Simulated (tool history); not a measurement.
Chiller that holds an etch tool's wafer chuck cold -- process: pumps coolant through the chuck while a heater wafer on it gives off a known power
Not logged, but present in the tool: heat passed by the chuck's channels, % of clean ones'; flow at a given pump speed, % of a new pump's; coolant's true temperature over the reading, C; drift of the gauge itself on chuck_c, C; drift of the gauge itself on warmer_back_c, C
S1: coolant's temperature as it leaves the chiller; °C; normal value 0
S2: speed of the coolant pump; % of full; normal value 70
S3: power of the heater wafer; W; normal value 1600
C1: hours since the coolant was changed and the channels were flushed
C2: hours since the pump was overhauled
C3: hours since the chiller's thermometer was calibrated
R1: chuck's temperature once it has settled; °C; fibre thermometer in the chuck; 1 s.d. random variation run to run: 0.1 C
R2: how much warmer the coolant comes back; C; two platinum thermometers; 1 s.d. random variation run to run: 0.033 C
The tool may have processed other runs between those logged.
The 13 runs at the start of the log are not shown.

Run 14, hour 762.5: usual settings; C1 2089; C2 1153; C3 80. Result: R1 17.8 °C, R2 4.63 C.
Run 15, hour 821.6: usual settings but S2 65 % of full; C1 2148; C2 1212; C3 139. Result: R1 19.2 °C, R2 5.07 C.
Run 16, hour 858.9: usual settings but S1 3 °C; C1 2186; C2 1249; C3 176. Result: R1 21.0 °C, R2 4.69 C.
Run 17, hour 906.8: usual settings but S1 3 °C; C1 2234; C2 1297; C3 224. Result: R1 20.8 °C, R2 4.71 C.
Run 18, hour 945.3: usual settings but S1 3 °C; C1 2272; C2 1335; C3 262. Result: R1 20.8 °C, R2 4.70 C.
Run 19, hour 983.5: usual settings but S1 9 °C, S2 80 % of full; C1 2310; C2 1374; C3 301. Result: R1 24.7 °C, R2 4.09 C.
Run 20, hour 1035.3: usual settings but S1 -10 °C, S2 85 % of full, S3 897 W; C1 2362; C2 1425; C3 352. Result: R1 -1.7 °C, R2 2.29 C.
Run 21, hour 1089.8: usual settings but S1 -3 °C, S2 94 % of full, S3 800 W; C1 2417; C2 1480; C3 407. Result: R1 3.9 °C, R2 1.85 C.
Run 22, hour 1126.2: usual settings but S1 -10 °C, S2 91 % of full, S3 1491 W; C1 2453; C2 1516; C3 443. Result: R1 3.4 °C, R2 3.40 C.
Run 23, hour 1165.5: usual settings but S1 -10 °C, S2 91 % of full, S3 1491 W; C1 2492; C2 1556; C3 483. Result: R1 3.3 °C, R2 3.35 C.
Run 24, hour 1252.1: usual settings but S1 7 °C, S2 91 % of full, S3 1168 W; C1 2579; C2 1642; C3 569. Result: R1 17.2 °C, R2 2.69 C.
Run 25, hour 1322.5: usual settings but S1 7 °C, S2 72 % of full, S3 1032 W; C1 2649; C2 1713; C3 640. Result: R1 18.2 °C, R2 3.04 C.
Run 26, hour 1381.8: usual settings but S1 7 °C, S2 72 % of full, S3 1032 W; C1 2709; C2 1772; C3 699. Result: R1 18.1 °C, R2 3.06 C.
Run 27, hour 1429.6: usual settings but S1 -6 °C, S2 66 % of full, S3 1436 W; C1 2756; C2 1820; C3 747. Result: R1 10.9 °C, R2 4.61 C.
Run 28, hour 1487.2: usual settings but S1 -5 °C, S2 62 % of full, S3 2290 W; C1 2814; C2 1877; C3 804. Result: R1 23.7 °C, R2 7.60 C.
Run 29, hour 1564.7: usual settings but S1 -5 °C, S2 62 % of full, S3 2290 W; C1 2892; C2 1955; C3 882. Result: R1 23.6 °C, R2 7.63 C.
Run 30, hour 1650.2: usual settings but S1 1 °C, S2 62 % of full, S3 1172 W; C1 2977; C2 2040; C3 967. Result: R1 15.6 °C, R2 4.12 C.
Run 31, hour 1687.8: usual settings but S1 -3 °C, S2 90 % of full, S3 1196 W; C1 3015; C2 2078; C3 1005. Result: R1 7.8 °C, R2 2.84 C.
Run 32, hour 1741.8: usual settings but S1 -3 °C, S2 90 % of full, S3 1196 W; C1 3069; C2 2132; C3 1059. Result: R1 7.6 °C, R2 2.87 C.
Run 33, hour 1781.4: usual settings but S1 8 °C; C1 3108; C2 2172; C3 1099. Result: R1 25.7 °C, R2 4.76 C.

What if the next run were any one of these 3? Each begins from the tool's condition after run 33:
Run A, hour 1852.8: usual settings but S1 8 °C, S2 100 % of full; C1 3180; C2 2243; C3 1170. Result: R1 ?, R2 ?.
Run B, hour 1852.8: usual settings but S2 67 % of full, S3 2261 W; C1 3180; C2 2243; C3 1170. Result: R1 ?, R2 ?.
Run C, hour 1852.8: usual settings but S1 9 °C; C1 3180; C2 2243; C3 1170. Result: R1 ?, R2 ?.

run    R1    R2
  A  20.9  3.38
  B  26.4  7.00
  C  26.8  4.81
Without the tool's unlogged condition, the same runs would have read:
run    R1    R2
  A  20.9  3.11
  B  26.3  6.72
  C  26.7  4.53
